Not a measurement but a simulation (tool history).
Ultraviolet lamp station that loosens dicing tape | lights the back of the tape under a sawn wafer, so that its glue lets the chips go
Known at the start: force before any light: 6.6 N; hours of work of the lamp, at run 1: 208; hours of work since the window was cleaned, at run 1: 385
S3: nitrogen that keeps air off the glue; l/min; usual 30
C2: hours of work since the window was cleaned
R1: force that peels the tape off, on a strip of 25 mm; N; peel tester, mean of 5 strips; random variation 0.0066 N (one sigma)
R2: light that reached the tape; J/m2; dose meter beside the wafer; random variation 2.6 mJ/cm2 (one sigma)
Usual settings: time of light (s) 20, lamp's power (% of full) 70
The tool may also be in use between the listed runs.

Run 1, hour 0.0: usual settings; hours of work of the lamp 208; C2 385. Result: R1 0.301 N, R2 2830 J/m2.
Run 2, hour 63.6: usual settings; hours of work of the lamp 249; C2 426. Result: R1 0.308 N, R2 2760 J/m2.
Run 3, hour 95.8: usual settings but time of light (s) 39; hours of work of the lamp 270; C2 447. Result: R1 0.069 N, R2 5330 J/m2.
Run 4, hour 145.1: usual settings but time of light (s) 39; hours of work of the lamp 302; C2 479. Result: R1 0.061 N, R2 5220 J/m2.
Run 5, hour 184.5: usual settings but time of light (s) 39; hours of work of the lamp 327; C2 504. Result: R1 0.070 N, R2 5200 J/m2.
Run 6, hour 242.4: usual settings but time of light (s) 39; hours of work of the lamp 364; C2 541. Result: R1 0.070 N, R2 5050 J/m2.
Run 7, hour 276.0: usual settings but time of light (s) 39; hours of work of the lamp 386; C2 563. Result: R1 0.062 N, R2 5040 J/m2.
Run 8, hour 322.7: usual settings but time of light (s) 39; hours of work of the lamp 416; C2 593. Result: R1 0.075 N, R2 4930 J/m2.
Run 9, hour 362.6: usual settings but time of light (s) 39; hours of work of the lamp 442; C2 619. Result: R1 0.083 N, R2 4880 J/m2.
Run 10, hour 418.3: usual settings; hours of work of the lamp 478; C2 655. Result: R1 0.429 N, R2 2450 J/m2.
At hour 436.2: window cleaned of glue's vapour.
Run 11, hour 466.3: usual settings but S3 59 l/min; hours of work of the lamp 508; C2 19. Result: R1 0.345 N, R2 2290 J/m2.
Run 12, hour 512.7: usual settings but S3 59 l/min; hours of work of the lamp 538; C2 49. Result: R1 0.339 N, R2 2310 J/m2.
Run 13, hour 542.3: usual settings but S3 59 l/min; hours of work of the lamp 557; C2 68. Result: R1 0.358 N, R2 2230 J/m2.
Run 14, hour 583.0: usual settings but S3 39 l/min; hours of work of the lamp 583; C2 95. Result: R1 0.457 N, R2 2210 J/m2.
Run 15, hour 638.2: usual settings but S3 39 l/min; hours of work of the lamp 619; C2 130. Result: R1 0.463 N, R2 2140 J/m2.
Run 16, hour 699.2: usual settings but S3 39 l/min; hours of work of the lamp 658; C2 169. Result: R1 0.476 N, R2 2180 J/m2.
Run 17, hour 739.7: usual settings but S3 39 l/min; hours of work of the lamp 684; C2 195. Result: R1 0.540 N, R2 2110 J/m2.
At hour 772.7: window cleaned of glue's vapour, once more.
Run 18, hour 803.9: usual settings but S3 39 l/min; hours of work of the lamp 725; C2 20. Result: R1 0.404 N, R2 2350 J/m2.
Run 19, hour 848.5: usual settings but S3 39 l/min; hours of work of the lamp 754; C2 49. Result: R1 0.424 N, R2 2310 J/m2.
Run 20, hour 907.9: usual settings; hours of work of the lamp 792; C2 87. Result: R1 0.535 N, R2 2240 J/m2.
Run 21, hour 936.3: usual settings; hours of work of the lamp 811; C2 105. Result: R1 0.519 N, R2 2230 J/m2.
Run 22, hour 978.8: usual settings; hours of work of the lamp 838; C2 133. Result: R1 0.545 N, R2 2190 J/m2.
At hour 1007.9: lamp changed.
Run 23, hour 1042.1: usual settings; hours of work of the lamp 22; C2 173. Result: R1 0.238 N, R2 3060 J/m2.
Run 24, hour 1094.9: usual settings but time of light (s) 19, lamp's power (% of full) 73, S3 31 l/min; hours of work of the lamp 56; C2 207. Result: R1 0.263 N, R2 3030 J/m2.
Run 25, hour 1157.9: usual settings but time of light (s) 19, lamp's power (% of full) 73, S3 31 l/min; hours of work of the lamp 97; C2 247. Result: R1 0.253 N, R2 2920 J/m2.
Run 26, hour 1205.6: usual settings but lamp's power (% of full) 75, S3 11 l/min; hours of work of the lamp 127; C2 278. Result: R1 0.500 N, R2 3130 J/m2.
Run 27, hour 1232.0: usual settings but time of light (s) 18, lamp's power (% of full) 65, S3 17 l/min; hours of work of the lamp 144; C2 295. Result: R1 0.655 N, R2 2410 J/m2.
Run 28, hour 1294.5: usual settings but time of light (s) 15, lamp's power (% of full) 80, S3 17 l/min; hours of work of the lamp 185; C2 335. Result: R1 0.631 N, R2 2410 J/m2.
Run 29, hour 1346.7: usual settings but time of light (s) 15, lamp's power (% of full) 80, S3 17 l/min; hours of work of the lamp 218; C2 369. Result: R1 0.671 N, R2 2410 J/m2.
Run 30, hour 1394.0: usual settings but time of light (s) 16, lamp's power (% of full) 78, S3 20 l/min; hours of work of the lamp 249; C2 399. Result: R1 0.565 N, R2 2480 J/m2.
Run 31, hour 1456.3: usual settings but time of light (s) 16, lamp's power (% of full) 78, S3 20 l/min; hours of work of the lamp 289; C2 440. Result: R1 0.606 N, R2 2380 J/m2.
Run 32, hour 1514.1: usual settings but lamp's power (% of full) 78, S3 20 l/min; hours of work of the lamp 326; C2 477. Result: R1 0.363 N, R2 2930 J/m2.
Run 33, hour 1566.5: usual settings but lamp's power (% of full) 78, S3 20 l/min; hours of work of the lamp 360; C2 511. Result: R1 0.391 N, R2 2850 J/m2.
Run 34, hour 1597.9: usual settings but time of light (s) 10, lamp's power (% of full) 97, S3 11 l/min; hours of work of the lamp 380; C2 531. Result: R1 1.470 N, R2 1760 J/m2.
Run 35, hour 1640.3: usual settings but time of light (s) 37, lamp's power (% of full) 67, S3 58 l/min; hours of work of the lamp 407; C2 558. Result: R1 0.077 N, R2 4470 J/m2.
Run 36, hour 1680.1: usual settings but time of light (s) 32, lamp's power (% of full) 95, S3 23 l/min; hours of work of the lamp 433; C2 584. Result: R1 0.063 N, R2 5420 J/m2.
Run 37, hour 1710.5: usual settings but time of light (s) 16, S3 9 l/min; hours of work of the lamp 452; C2 603. Result: R1 1.402 N, R2 1980 J/m2.
Run 38, hour 1763.1: usual settings but time of light (s) 33, lamp's power (% of full) 95, S3 57 l/min; hours of work of the lamp 486; C2 637. Result: R1 0.065 N, R2 5500 J/m2.
Run 39, hour 1790.1: usual settings but time of light (s) 33, lamp's power (% of full) 95, S3 57 l/min; hours of work of the lamp 504; C2 654. Result: R1 0.059 N, R2 5430 J/m2.
At hour 1810.2: window cleaned of glue's vapour.
Run 40, hour 1816.6: usual settings but time of light (s) 21, lamp's power (% of full) 68, S3 57 l/min; hours of work of the lamp 520; C2 4. Result: R1 0.228 N, R2 2680 J/m2.
Run 41, hour 1873.2: usual settings but time of light (s) 32, lamp's power (% of full) 91, S3 36 l/min; hours of work of the lamp 557; C2 41. Result: R1 0.056 N, R2 5270 J/m2.
Run 42, hour 1904.7: usual settings but time of light (s) 40, lamp's power (% of full) 61, S3 52 l/min; hours of work of the lamp 577; C2 61. Result: R1 0.077 N, R2 4380 J/m2.
Run 43, hour 1945.2: usual settings but time of light (s) 28, lamp's power (% of full) 85, S3 33 l/min; hours of work of the lamp 603; C2 87. Result: R1 0.092 N, R2 4180 J/m2.

The same runs without the tool's hidden state, with the same run-to-run variation:
The hidden state here: lamp's light, % of a new lamp's; light that the window lets through, % of a clean one's; drift of the gauge itself on peel_n, %; drift of the gauge itself on dose_mj_cm2, %.
run     R1    R2
  1  0.217  3180
  2  0.208  3170
  3  0.061  6180
  4  0.052  6140
  5  0.059  6180
  6  0.058  6130
  7  0.049  6170
  8  0.061  6140
  9  0.067  6150
 10  0.222  3150
 11  0.151  3160
 12  0.134  3210
 13  0.145  3140
 14  0.180  3160
 15  0.169  3140
 16  0.161  3230
 17  0.190  3180
 18  0.181  3180
 19  0.183  3180
 20  0.223  3150
 21  0.207  3180
 22  0.209  3150
 23  0.216  3170
 24  0.229  3200
 25  0.206  3140
 26  0.404  3410
 27  0.531  2650
 28  0.484  2700
 29  0.501  2740
 30  0.397  2860
 31  0.410  2810
 32  0.221  3520
 33  0.233  3490
 34  1.047  2180
 35  0.066  5600
 36  0.049  6870
 37  0.921  2530
 38  0.062  7170
 39  0.055  7140
 40  0.129  3290
 41  0.049  6580
 42  0.062  5530
 43  0.059  5360
